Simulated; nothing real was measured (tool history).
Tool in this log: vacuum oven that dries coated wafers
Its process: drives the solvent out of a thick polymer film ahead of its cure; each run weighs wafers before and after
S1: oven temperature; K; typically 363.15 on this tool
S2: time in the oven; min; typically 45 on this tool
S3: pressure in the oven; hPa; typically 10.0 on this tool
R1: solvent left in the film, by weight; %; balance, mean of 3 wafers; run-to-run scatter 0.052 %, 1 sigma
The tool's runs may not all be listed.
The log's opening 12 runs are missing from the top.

| run | hour | S1 | S2 | S3 | R1 |
|---|---|---|---|---|---|
| 13 | 263.9 | 363.15 | 45 | 28.4 | 3.13 |
| 14 | 284.6 | 363.15 | 45 | 28.4 | 3.11 |
| 15 | 298.4 | 363.15 | 45 | 10.0 | 1.52 |
| 16 | 314.5 | 363.15 | 42 | 10.0 | 1.78 |
| 17 | 341.8 | 363.15 | 42 | 10.0 | 1.80 |
| 18 | 356.1 | 363.15 | 42 | 10.0 | 1.72 |
| 19 | 374.1 | 363.15 | 42 | 10.0 | 1.89 |
| 20 | 403.5 | 364.15 | 45 | 35.2 | 3.49 |
| 21 | 426.7 | 370.15 | 45 | 23.7 | 1.90 |
| 22 | 440.6 | 361.15 | 45 | 7.6 | 1.72 |
| 23 | 463.7 | 362.15 | 64 | 15.5 | 1.83 |
| 24 | 481.8 | 375.15 | 31 | 24.0 | 1.70 |
| 25 | 500.0 | 373.15 | 24 | 10.0 | 1.49 |
| 26 | 519.4 | 373.15 | 24 | 10.0 | 1.60 |

What will run 27 give?
| 27 | 532.7 | 354.15 | 23 | 24.3 | ? |

R1: 7.39 %
If the tool had no hidden condition, the same run with the same run-to-run variation would have returned R1 6.68 %.
